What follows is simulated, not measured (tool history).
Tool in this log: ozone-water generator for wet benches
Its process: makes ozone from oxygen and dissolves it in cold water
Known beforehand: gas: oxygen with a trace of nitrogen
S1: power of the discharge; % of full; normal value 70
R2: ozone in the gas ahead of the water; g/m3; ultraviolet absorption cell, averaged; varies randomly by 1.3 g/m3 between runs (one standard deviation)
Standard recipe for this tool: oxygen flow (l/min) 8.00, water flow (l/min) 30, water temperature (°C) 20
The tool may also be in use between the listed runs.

{"run": 1, "hour": 0.0, "S1": 70, "oxygen flow (l/min)": 8.0, "water flow (l/min)": 30, "water temperature (°C)": 20, "dissolved ozone (ppm)": 22.3, "R2": 224.7}
{"run": 2, "hour": 58.9, "S1": 70, "oxygen flow (l/min)": 8.0, "water flow (l/min)": 30, "water temperature (°C)": 20, "dissolved ozone (ppm)": 21.5, "R2": 223.9}
{"run": 3, "hour": 108.4, "S1": 70, "oxygen flow (l/min)": 8.0, "water flow (l/min)": 30, "water temperature (°C)": 20, "dissolved ozone (ppm)": 21.8, "R2": 222.5}
{"run": 4, "hour": 151.2, "S1": 70, "oxygen flow (l/min)": 8.0, "water flow (l/min)": 30, "water temperature (°C)": 20, "dissolved ozone (ppm)": 21.8, "R2": 224.4}
{"run": 5, "hour": 203.0, "S1": 70, "oxygen flow (l/min)": 8.0, "water flow (l/min)": 39, "water temperature (°C)": 20, "dissolved ozone (ppm)": 17.1, "R2": 224.4}
{"run": 6, "hour": 248.0, "S1": 70, "oxygen flow (l/min)": 8.0, "water flow (l/min)": 39, "water temperature (°C)": 20, "dissolved ozone (ppm)": 17.1, "R2": 224.8}
{"run": 7, "hour": 278.9, "S1": 77, "oxygen flow (l/min)": 8.0, "water flow (l/min)": 30, "water temperature (°C)": 20, "dissolved ozone (ppm)": 23.7, "R2": 242.2}
{"run": 8, "hour": 309.5, "S1": 70, "oxygen flow (l/min)": 8.0, "water flow (l/min)": 30, "water temperature (°C)": 20, "dissolved ozone (ppm)": 22.0, "R2": 222.1}
{"run": 9, "hour": 341.9, "S1": 70, "oxygen flow (l/min)": 8.0, "water flow (l/min)": 30, "water temperature (°C)": 20, "dissolved ozone (ppm)": 21.6, "R2": 226.4}
{"run": 10, "hour": 380.3, "S1": 70, "oxygen flow (l/min)": 8.0, "water flow (l/min)": 30, "water temperature (°C)": 20, "dissolved ozone (ppm)": 21.8, "R2": 223.5}
{"run": 11, "hour": 445.6, "S1": 70, "oxygen flow (l/min)": 8.0, "water flow (l/min)": 30, "water temperature (°C)": 20, "dissolved ozone (ppm)": 21.9, "R2": 221.1}
{"run": 12, "hour": 508.7, "S1": 70, "oxygen flow (l/min)": 6.82, "water flow (l/min)": 30, "water temperature (°C)": 20, "dissolved ozone (ppm)": 21.2, "R2": 239.8}
{"run": 13, "hour": 547.6, "S1": 42, "oxygen flow (l/min)": 6.82, "water flow (l/min)": 30, "water temperature (°C)": 20, "dissolved ozone (ppm)": 14.2, "R2": 161.9}
{"run": 14, "hour": 600.3, "S1": 42, "oxygen flow (l/min)": 6.82, "water flow (l/min)": 30, "water temperature (°C)": 20, "dissolved ozone (ppm)": 14.3, "R2": 163.0}
{"run": 15, "hour": 667.3, "S1": 42, "oxygen flow (l/min)": 6.82, "water flow (l/min)": 30, "water temperature (°C)": 20, "dissolved ozone (ppm)": 14.3, "R2": 162.1}
{"run": 16, "hour": 716.0, "S1": 70, "oxygen flow (l/min)": 8.0, "water flow (l/min)": 27, "water temperature (°C)": 20, "dissolved ozone (ppm)": 23.6, "R2": 221.6}
{"run": 17, "hour": 747.4, "S1": 70, "oxygen flow (l/min)": 8.0, "water flow (l/min)": 27, "water temperature (°C)": 20, "dissolved ozone (ppm)": 23.3, "R2": 219.9}
{"run": 18, "hour": 800.2, "S1": 63, "oxygen flow (l/min)": 8.0, "water flow (l/min)": 30, "water temperature (°C)": 13, "dissolved ozone (ppm)": 21.6, "R2": 206.7}
{"run": 19, "hour": 853.3, "S1": 63, "oxygen flow (l/min)": 6.34, "water flow (l/min)": 19, "water temperature (°C)": 17, "dissolved ozone (ppm)": 29.5, "R2": 228.2}
{"run": 20, "hour": 894.2, "S1": 63, "oxygen flow (l/min)": 6.34, "water flow (l/min)": 19, "water temperature (°C)": 17, "dissolved ozone (ppm)": 29.2, "R2": 228.6}
{"run": 21, "hour": 937.7, "S1": 63, "oxygen flow (l/min)": 6.34, "water flow (l/min)": 19, "water temperature (°C)": 17, "dissolved ozone (ppm)": 29.3, "R2": 226.7}
{"run": 22, "hour": 992.6, "S1": 70, "oxygen flow (l/min)": 8.0, "water flow (l/min)": 30, "water temperature (°C)": 22, "dissolved ozone (ppm)": 20.5, "R2": 222.1}
{"run": 23, "hour": 1053.4, "S1": 67, "oxygen flow (l/min)": 9.27, "water flow (l/min)": 38, "water temperature (°C)": 22, "dissolved ozone (ppm)": 16.6, "R2": 199.0}
{"run": 24, "hour": 1111.4, "S1": 70, "oxygen flow (l/min)": 10.26, "water flow (l/min)": 24, "water temperature (°C)": 20, "dissolved ozone (ppm)": 25.3, "R2": 197.4}
{"run": 25, "hour": 1165.7, "S1": 70, "oxygen flow (l/min)": 10.26, "water flow (l/min)": 43, "water temperature (°C)": 20, "dissolved ozone (ppm)": 15.7, "R2": 196.4}
{"run": 26, "hour": 1209.5, "S1": 70, "oxygen flow (l/min)": 4.15, "water flow (l/min)": 30, "water temperature (°C)": 20, "dissolved ozone (ppm)": 19.0, "R2": 294.8}
{"run": 27, "hour": 1278.1, "S1": 69, "oxygen flow (l/min)": 8.0, "water flow (l/min)": 30, "water temperature (°C)": 12, "dissolved ozone (ppm)": 23.6, "R2": 217.7}
{"run": 28, "hour": 1322.7, "S1": 69, "oxygen flow (l/min)": 8.0, "water flow (l/min)": 30, "water temperature (°C)": 12, "dissolved ozone (ppm)": 23.6, "R2": 217.2}
{"run": 29, "hour": 1371.8, "S1": 83, "oxygen flow (l/min)": 8.0, "water flow (l/min)": 30, "water temperature (°C)": 20, "dissolved ozone (ppm)": 24.0, "R2": 250.3}
{"run": 30, "hour": 1425.1, "S1": 83, "oxygen flow (l/min)": 8.0, "water flow (l/min)": 30, "water temperature (°C)": 20, "dissolved ozone (ppm)": 23.9, "R2": 246.9}
{"run": 31, "hour": 1474.7, "S1": 78, "oxygen flow (l/min)": 5.41, "water flow (l/min)": 30, "water temperature (°C)": 20, "dissolved ozone (ppm)": 22.1, "R2": 282.6}
{"run": 32, "hour": 1530.8, "S1": 44, "oxygen flow (l/min)": 9.76, "water flow (l/min)": 30, "water temperature (°C)": 20, "dissolved ozone (ppm)": 15.1, "R2": 141.9}

Predict each of these 3 candidate next runs independently; none follows another, all start after run 32:
{"run": "A", "hour": 1565.8, "S1": 41, "oxygen flow (l/min)": 9.76, "water flow (l/min)": 30, "water temperature (°C)": 24, "dissolved ozone (ppm)": "?", "R2": "?"}
{"run": "B", "hour": 1565.8, "S1": 62, "oxygen flow (l/min)": 8.0, "water flow (l/min)": 30, "water temperature (°C)": 20, "dissolved ozone (ppm)": "?", "R2": "?"}
{"run": "C", "hour": 1565.8, "S1": 56, "oxygen flow (l/min)": 8.26, "water flow (l/min)": 30, "water temperature (°C)": 20, "dissolved ozone (ppm)": "?", "R2": "?"}

run=A dissolved_ozone_(ppm)=13.2 R2=134.1
run=B dissolved_ozone_(ppm)=19.2 R2=198.2
run=C dissolved_ozone_(ppm)=17.9 R2=181.6
Take away the tool's hidden state, keep each run's random variation, and the runs would have read:
run=A dissolved_ozone_(ppm)=14.0 R2=138.0
run=B dissolved_ozone_(ppm)=20.7 R2=207.2
run=C dissolved_ozone_(ppm)=19.3 R2=189.1
